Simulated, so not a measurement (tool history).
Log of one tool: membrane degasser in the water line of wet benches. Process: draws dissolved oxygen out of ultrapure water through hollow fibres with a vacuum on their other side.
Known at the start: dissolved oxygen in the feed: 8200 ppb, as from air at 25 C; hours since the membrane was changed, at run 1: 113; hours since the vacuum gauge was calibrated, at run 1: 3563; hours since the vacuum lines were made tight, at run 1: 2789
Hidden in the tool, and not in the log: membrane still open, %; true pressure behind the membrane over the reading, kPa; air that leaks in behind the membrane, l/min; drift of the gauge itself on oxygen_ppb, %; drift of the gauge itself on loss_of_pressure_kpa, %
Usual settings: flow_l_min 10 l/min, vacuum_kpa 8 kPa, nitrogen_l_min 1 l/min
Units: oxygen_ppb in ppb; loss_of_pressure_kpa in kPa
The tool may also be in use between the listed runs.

| run | hour | flow_l_min | vacuum_kpa | nitrogen_l_min | hours since the membrane was changed | hours since the vacuum gauge was calibrated | hours since the vacuum lines were made tight | oxygen_ppb | loss_of_pressure_kpa |
|---|---|---|---|---|---|---|---|---|---|
| 1 | 0 | 10 | 8 | 1 | 113 | 3563 | 2789 | 342.7 | 26.94 |
| 2 | 51.5 | 10 | 8 | 1 | 164 | 3615 | 2840 | 349.6 | 27.01 |
| 3 | 74.9 | 10 | 8 | 1 | 188 | 3638 | 2864 | 355.6 | 27.03 |
| 4 | 117.8 | 11 | 8 | 1 | 231 | 3681 | 2906 | 410.6 | 29.2 |
| 5 | 162.8 | 10 | 8 | 1 | 276 | 3726 | 2951 | 349.8 | 27.02 |
| 6 | 192.9 | 10 | 8 | 1 | 306 | 3756 | 2982 | 351.7 | 26.98 |
| 7 | 225.7 | 6 | 8 | 1 | 339 | 3789 | 3014 | 146.9 | 16.26 |
| 8 | 253.6 | 6 | 8 | 1 | 367 | 3817 | 3042 | 147.6 | 16.26 |
| 9 | 294.6 | 6 | 8 | 1.51 | 408 | 3858 | 3083 | 120.2 | 16.16 |
| 10 | 342.8 | 10 | 8 | 1 | 456 | 3906 | 3131 | 350.9 | 26.97 |
| 11 | 382.2 | 10 | 8 | 1 | 495 | 3945 | 3171 | 348.3 | 26.9 |
| 12 | 410.2 | 10 | 8.28 | 1 | 523 | 3973 | 3199 | 358.2 | 26.92 |
| 13 | 452.6 | 10 | 8 | 1 | 566 | 4016 | 3241 | 353.7 | 26.93 |
| 14 | 481 | 10 | 8 | 1 | 594 | 4044 | 3270 | 361.4 | 26.95 |
| 15 | 505.6 | 10 | 8 | 1 | 619 | 4069 | 3294 | 354 | 26.99 |
| 16 | 551.7 | 10 | 8 | 1 | 665 | 4115 | 3340 | 353.7 | 27.28 |
| 17 | 584.4 | 10 | 8 | 1 | 697 | 4148 | 3373 | 363.4 | 27.21 |
| 18 | 625.8 | 8 | 6.64 | 0.97 | 739 | 4189 | 3414 | 224.2 | 21.71 |
| 19 | 654.3 | 6 | 10.67 | 1 | 767 | 4217 | 3443 | 188.7 | 16.14 |
| 20 | 707.1 | 8 | 9.32 | 1 | 820 | 4270 | 3496 | 269.2 | 21.56 |
| 21 | 750 | 8 | 9.32 | 1 | 863 | 4313 | 3539 | 271.4 | 21.48 |
| 22 | 790.3 | 8 | 9.32 | 1 | 903 | 4353 | 3579 | 274.4 | 21.85 |
| 23 | 811.9 | 8 | 9.32 | 1 | 925 | 4375 | 3601 | 278.5 | 21.65 |
| 24 | 862 | 10 | 19.07 | 2.75 | 975 | 4425 | 3651 | 381.8 | 26.91 |
| 25 | 887.1 | 10 | 19.07 | 2.75 | 1000 | 4450 | 3676 | 388.7 | 26.95 |
| 26 | 909.1 | 10 | 5.31 | 2.62 | 1022 | 4472 | 3698 | 257 | 27.27 |
| 27 | 943.4 | 10 | 5.31 | 2.62 | 1056 | 4507 | 3732 | 260.4 | 27.42 |
| 28 | 965.4 | 10 | 5.31 | 2.62 | 1078 | 4529 | 3754 | 264.6 | 27.25 |
| 29 | 1002.7 | 15 | 15.48 | 1.2 | 1116 | 4566 | 3791 | 831.4 | 40.57 |

Run 30 comes next. What will it give?
| 30 | 1029.2 | 15 | 17.11 | 0.78 | 1142 | 4592 | 3818 | ? | ? |

{"run 30": {"oxygen_ppb": 1043.2, "loss_of_pressure_kpa": 40.45}}
Without the tool's hidden state the same run would have given oxygen_ppb 986.3 ppb, loss_of_pressure_kpa 39.76 kPa.
